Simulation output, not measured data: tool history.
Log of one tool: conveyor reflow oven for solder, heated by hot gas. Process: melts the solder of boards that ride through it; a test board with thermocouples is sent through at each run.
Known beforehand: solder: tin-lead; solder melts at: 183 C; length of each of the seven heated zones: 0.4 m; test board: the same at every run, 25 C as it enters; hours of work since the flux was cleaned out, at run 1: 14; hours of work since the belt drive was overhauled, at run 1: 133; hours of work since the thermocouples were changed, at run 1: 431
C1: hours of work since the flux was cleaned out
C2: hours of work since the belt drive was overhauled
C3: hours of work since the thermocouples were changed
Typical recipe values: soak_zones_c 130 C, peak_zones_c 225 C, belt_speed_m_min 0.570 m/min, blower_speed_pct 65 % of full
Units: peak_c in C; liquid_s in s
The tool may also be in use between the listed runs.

{"run": 1, "day": 0.0, "soak_zones_c": 130, "peak_zones_c": 225, "belt_speed_m_min": 0.57, "blower_speed_pct": 65, "C1": 14, "C2": 133, "C3": 431, "peak_c": 211.3, "liquid_s": 55.0}
{"run": 2, "day": 0.4, "soak_zones_c": 128, "peak_zones_c": 225, "belt_speed_m_min": 0.57, "blower_speed_pct": 65, "C1": 21, "C2": 140, "C3": 438, "peak_c": 211.0, "liquid_s": 53.9}
{"run": 3, "day": 0.812, "soak_zones_c": 130, "peak_zones_c": 225, "belt_speed_m_min": 0.57, "blower_speed_pct": 77, "C1": 28, "C2": 147, "C3": 445, "peak_c": 213.4, "liquid_s": 58.3}
{"run": 4, "day": 1.271, "soak_zones_c": 130, "peak_zones_c": 225, "belt_speed_m_min": 0.57, "blower_speed_pct": 77, "C1": 36, "C2": 155, "C3": 453, "peak_c": 213.8, "liquid_s": 57.9}
{"run": 5, "day": 1.842, "soak_zones_c": 130, "peak_zones_c": 225, "belt_speed_m_min": 0.57, "blower_speed_pct": 65, "C1": 46, "C2": 165, "C3": 463, "peak_c": 210.9, "liquid_s": 55.1}
{"run": 6, "day": 2.096, "soak_zones_c": 130, "peak_zones_c": 225, "belt_speed_m_min": 0.57, "blower_speed_pct": 65, "C1": 50, "C2": 169, "C3": 467, "peak_c": 211.0, "liquid_s": 55.1}
{"run": 7, "day": 2.629, "soak_zones_c": 130, "peak_zones_c": 225, "belt_speed_m_min": 0.57, "blower_speed_pct": 65, "C1": 59, "C2": 178, "C3": 476, "peak_c": 211.3, "liquid_s": 54.7}
{"run": 8, "day": 2.888, "soak_zones_c": 130, "peak_zones_c": 225, "belt_speed_m_min": 0.508, "blower_speed_pct": 65, "C1": 64, "C2": 183, "C3": 481, "peak_c": 214.3, "liquid_s": 66.2}
{"run": 9, "day": 3.479, "soak_zones_c": 130, "peak_zones_c": 225, "belt_speed_m_min": 0.508, "blower_speed_pct": 65, "C1": 74, "C2": 193, "C3": 491, "peak_c": 214.2, "liquid_s": 66.8}
{"run": 10, "day": 3.767, "soak_zones_c": 130, "peak_zones_c": 224, "belt_speed_m_min": 0.508, "blower_speed_pct": 81, "C1": 79, "C2": 198, "C3": 496, "peak_c": 215.9, "liquid_s": 69.3}
{"run": 11, "day": 4.371, "soak_zones_c": 130, "peak_zones_c": 224, "belt_speed_m_min": 0.508, "blower_speed_pct": 81, "C1": 90, "C2": 208, "C3": 506, "peak_c": 215.7, "liquid_s": 69.1}
{"run": 12, "day": 4.958, "soak_zones_c": 130, "peak_zones_c": 234, "belt_speed_m_min": 0.657, "blower_speed_pct": 81, "C1": 100, "C2": 219, "C3": 517, "peak_c": 217.5, "liquid_s": 52.3}
{"run": 13, "day": 5.529, "soak_zones_c": 130, "peak_zones_c": 234, "belt_speed_m_min": 0.657, "blower_speed_pct": 81, "C1": 110, "C2": 228, "C3": 527, "peak_c": 217.2, "liquid_s": 52.6}
{"run": 14, "day": 6.083, "soak_zones_c": 121, "peak_zones_c": 235, "belt_speed_m_min": 0.57, "blower_speed_pct": 56, "C1": 119, "C2": 238, "C3": 536, "peak_c": 215.1, "liquid_s": 55.2}

Predict the results of run 15:
{"run": 15, "day": 6.55, "soak_zones_c": 121, "peak_zones_c": 235, "belt_speed_m_min": 0.57, "blower_speed_pct": 56, "C1": 127, "C2": 246, "C3": 544, "peak_c": "?", "liquid_s": "?"}

peak_c: 215.3 C
liquid_s: 55.1 s
The same run, on a tool lacking any hidden state, would have yielded peak_c 214.9 C, liquid_s 54.8 s.

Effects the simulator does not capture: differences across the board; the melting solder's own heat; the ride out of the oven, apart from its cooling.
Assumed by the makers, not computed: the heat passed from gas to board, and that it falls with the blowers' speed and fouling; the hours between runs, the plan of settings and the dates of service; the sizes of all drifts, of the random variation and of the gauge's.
